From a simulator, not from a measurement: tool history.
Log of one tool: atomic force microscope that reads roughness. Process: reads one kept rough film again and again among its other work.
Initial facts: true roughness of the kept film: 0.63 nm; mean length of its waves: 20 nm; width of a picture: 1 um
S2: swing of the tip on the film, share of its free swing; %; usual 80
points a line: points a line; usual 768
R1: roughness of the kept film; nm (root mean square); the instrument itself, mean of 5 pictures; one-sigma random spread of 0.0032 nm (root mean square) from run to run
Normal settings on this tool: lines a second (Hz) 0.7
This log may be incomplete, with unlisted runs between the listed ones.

run 1 hour=0 | lines_a_second_(Hz)=0.7 S2=80 points_a_line=768 | R1=0.562
run 2 hour=5.6 | lines_a_second_(Hz)=3.562 S2=80 points_a_line=768 | R1=0.468
run 3 hour=11.2 | lines_a_second_(Hz)=0.7 S2=80 points_a_line=301 | R1=0.552
run 4 hour=18.3 | lines_a_second_(Hz)=2.127 S2=80 points_a_line=768 | R1=0.515
run 5 hour=24.6 | lines_a_second_(Hz)=2.127 S2=80 points_a_line=768 | R1=0.506
run 6 hour=30.4 | lines_a_second_(Hz)=1.592 S2=80 points_a_line=768 | R1=0.529
run 7 hour=35.4 | lines_a_second_(Hz)=1.578 S2=80 points_a_line=768 | R1=0.525
run 8 hour=40.9 | lines_a_second_(Hz)=1.578 S2=80 points_a_line=768 | R1=0.527
run 9 hour=46.5 | lines_a_second_(Hz)=1.578 S2=80 points_a_line=768 | R1=0.534
run 10 hour=54.5 | lines_a_second_(Hz)=1.578 S2=80 points_a_line=768 | R1=0.526
run 11 hour=61 | lines_a_second_(Hz)=1.578 S2=80 points_a_line=768 | R1=0.525
run 12 hour=68.3 | lines_a_second_(Hz)=1.578 S2=80 points_a_line=768 | R1=0.522
run 13 hour=75 | lines_a_second_(Hz)=1.578 S2=80 points_a_line=768 | R1=0.527
run 14 hour=83.4 | lines_a_second_(Hz)=0.7 S2=80 points_a_line=768 | R1=0.563
run 15 hour=90.4 | lines_a_second_(Hz)=0.7 S2=80 points_a_line=768 | R1=0.56
run 16 hour=94.3 | lines_a_second_(Hz)=0.7 S2=80 points_a_line=302 | R1=0.545
run 17 hour=102.9 | lines_a_second_(Hz)=0.7 S2=75 points_a_line=768 | R1=0.567
run 18 hour=110.6 | lines_a_second_(Hz)=1.771 S2=80 points_a_line=768 | R1=0.518
run 19 hour=114.7 | lines_a_second_(Hz)=1.771 S2=80 points_a_line=768 | R1=0.521
run 20 hour=121.7 | lines_a_second_(Hz)=1.771 S2=80 points_a_line=768 | R1=0.513
run 21 hour=127.1 | lines_a_second_(Hz)=1.385 S2=57 points_a_line=430 | R1=0.569
run 22 hour=131.1 | lines_a_second_(Hz)=2.035 S2=63 points_a_line=256 | R1=0.536
run 23 hour=138.8 | lines_a_second_(Hz)=2.035 S2=63 points_a_line=968 | R1=0.556
run 24 hour=142.9 | lines_a_second_(Hz)=2.035 S2=63 points_a_line=968 | R1=0.559
run 25 hour=148.8 | lines_a_second_(Hz)=2.082 S2=84 points_a_line=607 | R1=0.496
run 26 hour=152.9 | lines_a_second_(Hz)=2.082 S2=84 points_a_line=607 | R1=0.492
run 27 hour=158.7 | lines_a_second_(Hz)=3.205 S2=56 points_a_line=363 | R1=0.554
run 28 hour=166.7 | lines_a_second_(Hz)=1.606 S2=62 points_a_line=981 | R1=0.568
run 29 hour=171.2 | lines_a_second_(Hz)=1.606 S2=62 points_a_line=981 | R1=0.566
run 30 hour=179.9 | lines_a_second_(Hz)=0.842 S2=80 points_a_line=768 | R1=0.554

Run 31 has not been measured yet. What should we expect?
run 31 hour=186.8 | lines_a_second_(Hz)=0.842 S2=80 points_a_line=768 | R1=?

Run 31 produced R1 0.554 nm (root mean square).
With the hidden condition absent and the run-to-run variation left alone, this run would have shown R1 0.555 nm (root mean square).

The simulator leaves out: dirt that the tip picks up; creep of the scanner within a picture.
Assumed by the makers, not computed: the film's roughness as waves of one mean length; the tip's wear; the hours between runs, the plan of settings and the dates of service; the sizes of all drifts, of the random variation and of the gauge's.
